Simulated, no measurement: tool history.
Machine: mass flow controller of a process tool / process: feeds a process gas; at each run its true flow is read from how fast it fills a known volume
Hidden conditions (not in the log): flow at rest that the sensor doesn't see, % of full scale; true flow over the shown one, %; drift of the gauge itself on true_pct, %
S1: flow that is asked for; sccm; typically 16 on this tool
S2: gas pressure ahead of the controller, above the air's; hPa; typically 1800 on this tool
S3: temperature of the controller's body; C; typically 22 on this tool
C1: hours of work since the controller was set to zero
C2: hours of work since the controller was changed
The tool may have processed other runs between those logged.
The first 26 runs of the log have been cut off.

-- hour=6849 controller exchanged for a calibrated one
run 27 hour=6905.9 | S1=4 S2=2280 S3=22 | C1=25 C2=25 | true_flow_(%)=97.08
run 28 hour=7132.7 | S1=2 S2=2280 S3=26 | C1=126 C2=126 | true_flow_(%)=97.21
run 29 hour=7475.9 | S1=4 S2=1800 S3=36 | C1=279 C2=279 | true_flow_(%)=98.27
run 30 hour=7780.2 | S1=6 S2=1810 S3=34 | C1=415 C2=415 | true_flow_(%)=98.59
run 31 hour=8147 | S1=12 S2=1800 S3=38 | C1=578 C2=578 | true_flow_(%)=99.68
run 32 hour=8391.9 | S1=2 S2=1800 S3=32 | C1=687 C2=687 | true_flow_(%)=97.66
run 33 hour=8627.6 | S1=3 S2=1800 S3=26 | C1=792 C2=792 | true_flow_(%)=97.4
run 34 hour=8945.9 | S1=5 S2=2300 S3=21 | C1=934 C2=934 | true_flow_(%)=97.17
run 35 hour=9151.1 | S1=13 S2=2470 S3=26 | C1=1025 C2=1025 | true_flow_(%)=98.66
run 36 hour=9481.9 | S1=16 S2=1800 S3=29 | C1=1172 C2=1172 | true_flow_(%)=99.67
run 37 hour=9778 | S1=16 S2=1800 S3=29 | C1=1304 C2=1304 | true_flow_(%)=99.72
run 38 hour=10145.8 | S1=16 S2=1800 S3=29 | C1=1468 C2=1468 | true_flow_(%)=99.78
run 39 hour=10332 | S1=16 S2=2010 S3=29 | C1=1551 C2=1551 | true_flow_(%)=99.62
run 40 hour=10491.2 | S1=11 S2=1800 S3=22 | C1=1622 C2=1622 | true_flow_(%)=98.48
run 41 hour=10744.4 | S1=11 S2=1800 S3=22 | C1=1735 C2=1735 | true_flow_(%)=98.49
run 42 hour=11046.9 | S1=8 S2=2460 S3=31 | C1=1869 C2=1869 | true_flow_(%)=98.31
run 43 hour=11247.4 | S1=8 S2=2460 S3=31 | C1=1958 C2=1958 | true_flow_(%)=98.29
run 44 hour=11604.2 | S1=8 S2=2460 S3=31 | C1=2117 C2=2117 | true_flow_(%)=98.31
run 45 hour=11772.7 | S1=8 S2=2460 S3=31 | C1=2192 C2=2192 | true_flow_(%)=98.39
run 46 hour=12077.8 | S1=8 S2=2460 S3=31 | C1=2328 C2=2328 | true_flow_(%)=98.31
run 47 hour=12239.2 | S1=3 S2=2090 S3=23 | C1=2400 C2=2400 | true_flow_(%)=97.13

What if the next run were any one of these 4? Each begins from the tool's condition after run 47:
run A hour=12579.3 | S1=13 S2=2090 S3=23 | C1=2552 C2=2552 | true_flow_(%)=?
run B hour=12579.3 | S1=3 S2=2090 S3=33 | C1=2552 C2=2552 | true_flow_(%)=?
run C hour=12579.3 | S1=9 S2=2210 S3=25 | C1=2552 C2=2552 | true_flow_(%)=?
run D hour=12579.3 | S1=3 S2=2010 S3=21 | C1=2552 C2=2552 | true_flow_(%)=?

run=A true_flow_(%)=98.6
run=B true_flow_(%)=97.74
run=C true_flow_(%)=98.23
run=D true_flow_(%)=96.99
What these runs would have given with no unlogged condition in the tool:
run=A true_flow_(%)=98.61
run=B true_flow_(%)=97.73
run=C true_flow_(%)=98.24
run=D true_flow_(%)=96.98
